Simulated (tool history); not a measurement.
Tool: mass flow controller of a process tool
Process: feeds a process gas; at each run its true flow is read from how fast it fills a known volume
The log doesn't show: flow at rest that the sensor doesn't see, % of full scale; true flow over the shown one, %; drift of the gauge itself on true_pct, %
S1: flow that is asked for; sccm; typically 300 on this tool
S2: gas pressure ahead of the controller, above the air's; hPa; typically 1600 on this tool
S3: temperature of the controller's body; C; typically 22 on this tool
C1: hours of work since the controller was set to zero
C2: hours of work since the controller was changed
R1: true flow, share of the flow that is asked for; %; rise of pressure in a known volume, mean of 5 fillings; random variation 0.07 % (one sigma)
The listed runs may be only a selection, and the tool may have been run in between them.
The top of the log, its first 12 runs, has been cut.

| run | hour | S1 | S2 | S3 | C1 | C2 | R1 |
|---|---|---|---|---|---|---|---|
| 13 | 2156.2 | 300 | 2180 | 22 | 1448 | 1448 | 98.23 |
| 14 | 2395.6 | 307 | 1600 | 22 | 1604 | 1604 | 98.42 |
| 15 | 2637.1 | 307 | 1600 | 22 | 1762 | 1762 | 98.37 |
| 16 | 2819.6 | 71 | 1600 | 22 | 1881 | 1881 | 96.79 |
| 17 | 3067.4 | 71 | 1600 | 22 | 2042 | 2042 | 96.79 |
| 18 | 3275.6 | 312 | 2050 | 34 | 2178 | 2178 | 97.26 |
| 19 | 3436.4 | 122 | 1800 | 34 | 2283 | 2283 | 96.30 |
| 20 | 3681.2 | 122 | 2650 | 35 | 2442 | 2442 | 95.69 |
| 21 | 3794.3 | 370 | 1600 | 38 | 2516 | 2516 | 97.41 |
| 22 | 3942.5 | 370 | 1600 | 36 | 2612 | 2612 | 97.55 |
| 23 | 4159.4 | 370 | 1610 | 39 | 2754 | 2754 | 97.35 |
| 24 | 4366.7 | 221 | 1830 | 22 | 2889 | 2889 | 97.07 |
| 25 | 4607.3 | 57 | 1420 | 22 | 3046 | 3046 | 96.37 |
| 26 | 4766.4 | 185 | 1600 | 22 | 3149 | 3149 | 96.81 |
| 27 | 4896.1 | 185 | 1600 | 22 | 3234 | 3234 | 96.74 |
| 28 | 5134.2 | 185 | 1600 | 22 | 3389 | 3389 | 96.72 |
| 29 | 5244.3 | 127 | 1600 | 32 | 3461 | 3461 | 95.80 |

What will run 30 give?
| 30 | 5427.1 | 127 | 1600 | 32 | 3580 | 3580 | ? |

{"run 30": {"R1": 95.78}}
With no hidden state in the tool, this same run would have given R1 97.62 %.
